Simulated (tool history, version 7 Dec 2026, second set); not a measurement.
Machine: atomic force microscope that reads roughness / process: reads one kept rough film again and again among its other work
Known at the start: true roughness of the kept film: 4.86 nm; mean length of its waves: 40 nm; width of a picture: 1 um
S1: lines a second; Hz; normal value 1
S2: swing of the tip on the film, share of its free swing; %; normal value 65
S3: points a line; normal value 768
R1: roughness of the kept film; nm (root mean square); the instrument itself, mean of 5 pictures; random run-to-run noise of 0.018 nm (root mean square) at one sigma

run 1 hour=0 | S1=1 S2=65 S3=768 | R1=3.917
run 2 hour=31.9 | S1=1 S2=65 S3=768 | R1=3.879
run 3 hour=90.7 | S1=1 S2=65 S3=768 | R1=3.757
-- hour=118 new tip fitted
run 4 hour=124.7 | S1=1 S2=65 S3=768 | R1=4.207
run 5 hour=184.3 | S1=1 S2=65 S3=768 | R1=4.098
run 6 hour=218 | S1=1.89 S2=65 S3=768 | R1=4.016
run 7 hour=279.2 | S1=1.89 S2=65 S3=768 | R1=3.896
run 8 hour=332.4 | S1=1.89 S2=65 S3=768 | R1=3.822
run 9 hour=373.5 | S1=1.89 S2=65 S3=768 | R1=3.77
-- hour=407.5 new tip fitted
run 10 hour=415.5 | S1=1.89 S2=65 S3=768 | R1=4.124
run 11 hour=467.6 | S1=1.89 S2=65 S3=768 | R1=4.034
run 12 hour=509.4 | S1=1 S2=59 S3=768 | R1=4.039
run 13 hour=572.5 | S1=1.25 S2=65 S3=282 | R1=3.873
run 14 hour=613 | S1=1.4 S2=56 S3=406 | R1=3.835
-- hour=619.1 height scale calibrated on a step standard
run 15 hour=669.2 | S1=3.39 S2=65 S3=768 | R1=3.655
-- hour=698.1 new tip fitted
run 16 hour=704.5 | S1=2.08 S2=76 S3=496 | R1=4.019

What will run 17 give?
run 17 hour=761.5 | S1=3.7 S2=68 S3=757 | R1=?

Run 17 produced R1 3.891 nm (root mean square).
Without the tool's hidden state the same run would have given R1 4.059 nm (root mean square).

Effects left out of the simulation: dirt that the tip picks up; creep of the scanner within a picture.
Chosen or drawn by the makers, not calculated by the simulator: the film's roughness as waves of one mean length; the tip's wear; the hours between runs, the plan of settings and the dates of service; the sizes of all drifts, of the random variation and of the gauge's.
